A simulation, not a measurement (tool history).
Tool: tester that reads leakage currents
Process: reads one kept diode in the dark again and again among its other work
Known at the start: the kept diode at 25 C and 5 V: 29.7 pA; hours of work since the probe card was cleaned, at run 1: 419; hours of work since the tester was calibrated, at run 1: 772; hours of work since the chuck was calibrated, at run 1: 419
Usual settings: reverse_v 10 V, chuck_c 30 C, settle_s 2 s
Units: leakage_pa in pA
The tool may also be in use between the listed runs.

run	hour	reverse_v	chuck_c	settle_s	hours of work since the probe card was cleaned	hours of work since the tester was calibrated	hours of work since the chuck was calibrated	leakage_pa
1	0	10	30	2	419	772	419	68.63
2	68.3	10	30	2	469	822	469	68.97
3	137.6	10	30	2	519	872	519	69.28
4	211.8	6.7	30	2	573	926	573	55.62
5	253	6.7	30	2	603	956	603	55.65
6	327.3	6.7	30	2	657	1010	657	56.33
7	369.6	6.7	30	2	687	1040	687	56.27
8	455.6	6.7	30	2	750	1103	750	56.08
9	496.2	1.4	30	2	779	1132	779	23.78
10	565.1	10	30	4.13	829	1182	829	70.65
11	652.9	10	30	2	893	1246	893	70.96
12	695.8	15.6	30	2	924	1277	924	92.36
13	765.9	15.6	30	2	975	1328	975	92.72
14	824.2	2.2	45	2	1017	1370	1017	99.85
15	882.7	2.2	45	2	1060	1413	1060	99.44
16	938.3	2.2	24	2	1100	1453	1100	18.86
17	1025	3.3	30	2	1163	1516	1163	38.14
18	1088.5	1.1	59	0.63	1209	1562	1209	195.2
19	1139	10	38	0.59	1246	1599	1246	133.73
20	1229.4	10	38	0.59	1311	1664	1311	134.25
21	1288.2	14.8	38	2.78	1354	1707	1354	166.08
22	1342.5	14.8	38	2.78	1393	1746	1393	165.85
23	1394.5	1.2	30	0.52	1431	1784	1431	21.87
24	1453.2	1.2	30	0.52	1474	1827	1474	21.99
25	1542.9	1.2	30	0.52	1539	1892	1539	21.82
26	1597.4	1.2	30	1.25	1578	1931	1578	21.78

Forecast each of these 4 alternatives for the next run:
A	1667.5	2.9	30	1.25	1629	1982	1629	?
B	1667.5	4.3	30	9.94	1629	1982	1629	?
C	1667.5	5.7	37	0.33	1629	1982	1629	?
D	1667.5	9	20	3.53	1629	1982	1629	?

run	leakage_pa
A	36.03
B	45.26
C	91.12
D	35.98
Without the tool's hidden state the same runs would have given:
run	leakage_pa
A	34.9
B	42.88
C	90.25
D	26.15
